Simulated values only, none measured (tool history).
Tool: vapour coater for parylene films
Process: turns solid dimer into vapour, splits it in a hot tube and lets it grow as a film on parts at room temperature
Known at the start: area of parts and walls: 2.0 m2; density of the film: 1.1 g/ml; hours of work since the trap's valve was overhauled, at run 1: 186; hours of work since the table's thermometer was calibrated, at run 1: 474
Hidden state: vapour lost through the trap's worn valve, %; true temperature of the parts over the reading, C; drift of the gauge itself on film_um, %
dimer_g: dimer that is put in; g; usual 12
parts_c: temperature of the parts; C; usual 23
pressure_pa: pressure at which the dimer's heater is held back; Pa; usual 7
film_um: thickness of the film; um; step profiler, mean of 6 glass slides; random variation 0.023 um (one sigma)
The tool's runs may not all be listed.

| run | hour | dimer_g | parts_c | pressure_pa | hours of work since the trap's valve was overhauled | hours of work since the table's thermometer was calibrated | film_um |
|---|---|---|---|---|---|---|---|
| 1 | 0 | 12 | 23 | 7 | 186 | 474 | 2.59 |
| 2 | 50.4 | 12 | 23 | 7 | 215 | 504 | 2.59 |
| 3 | 84.4 | 12 | 23 | 7 | 235 | 524 | 2.56 |
| 4 | 116.6 | 12 | 23 | 7 | 254 | 543 | 2.52 |
| 5 | 161.7 | 12 | 23 | 7 | 281 | 570 | 2.5 |
| 6 | 185.1 | 12 | 23 | 3.19 | 295 | 584 | 2.98 |
| 7 | 233.2 | 12 | 18 | 7 | 323 | 612 | 2.75 |
| 8 | 277 | 12 | 23 | 10.96 | 349 | 638 | 2.22 |
| 9 | 327.4 | 12 | 23 | 10.96 | 379 | 668 | 2.23 |
| 10 | 349.6 | 12 | 23 | 10.96 | 392 | 681 | 2.21 |
| 11 | 380.1 | 12 | 23 | 7 | 410 | 699 | 2.42 |
| 12 | 418 | 12 | 23 | 7 | 432 | 721 | 2.39 |
|  | 452.1 | trap's valve overhauled |
| 13 | 461 | 12 | 23 | 7 | 5 | 744 | 2.76 |
| 14 | 483.7 | 12 | 23 | 7 | 19 | 758 | 2.73 |
| 15 | 504.7 | 12 | 23 | 7 | 31 | 770 | 2.77 |
| 16 | 532 | 12 | 23 | 7 | 47 | 786 | 2.72 |
| 17 | 554.8 | 12 | 23 | 7 | 61 | 800 | 2.71 |
| 18 | 586.8 | 16 | 23 | 5.58 | 80 | 818 | 3.75 |
| 19 | 620.9 | 7 | 22 | 2.46 | 100 | 839 | 1.99 |
| 20 | 648.5 | 15 | 34 | 8.77 | 116 | 855 | 2.58 |
| 21 | 676.5 | 12 | 18 | 11.41 | 133 | 871 | 2.62 |
| 22 | 722 | 12 | 23 | 2.86 | 159 | 898 | 3.12 |
| 23 | 748.8 | 12 | 23 | 2.86 | 175 | 914 | 3.14 |
| 24 | 797.2 | 12 | 23 | 2.86 | 204 | 943 | 3.18 |
| 25 | 831.4 | 12 | 23 | 2.86 | 224 | 963 | 3.08 |
| 26 | 875.7 | 15 | 22 | 2.71 | 250 | 989 | 3.94 |
| 27 | 916.7 | 9 | 22 | 2.71 | 274 | 1013 | 2.36 |
| 28 | 939.6 | 12 | 23 | 2.18 | 288 | 1027 | 3.25 |
| 29 | 988.7 | 10 | 31 | 2.3 | 317 | 1056 | 2.25 |
| 30 | 1035.6 | 10 | 31 | 2.3 | 345 | 1083 | 2.22 |

The same runs without the tool's hidden state, with the same run-to-run variation:
| run | film_um |
|---|---|
| 1 | 2.79 |
| 2 | 2.82 |
| 3 | 2.8 |
| 4 | 2.78 |
| 5 | 2.78 |
| 6 | 3.33 |
| 7 | 3.1 |
| 8 | 2.52 |
| 9 | 2.56 |
| 10 | 2.55 |
| 11 | 2.81 |
| 12 | 2.8 |
| 13 | 2.8 |
| 14 | 2.78 |
| 15 | 2.84 |
| 16 | 2.8 |
| 17 | 2.8 |
| 18 | 3.89 |
| 19 | 2.08 |
| 20 | 2.71 |
| 21 | 2.77 |
| 22 | 3.32 |
| 23 | 3.36 |
| 24 | 3.43 |
| 25 | 3.35 |
| 26 | 4.34 |
| 27 | 2.61 |
| 28 | 3.61 |
| 29 | 2.53 |
| 30 | 2.52 |

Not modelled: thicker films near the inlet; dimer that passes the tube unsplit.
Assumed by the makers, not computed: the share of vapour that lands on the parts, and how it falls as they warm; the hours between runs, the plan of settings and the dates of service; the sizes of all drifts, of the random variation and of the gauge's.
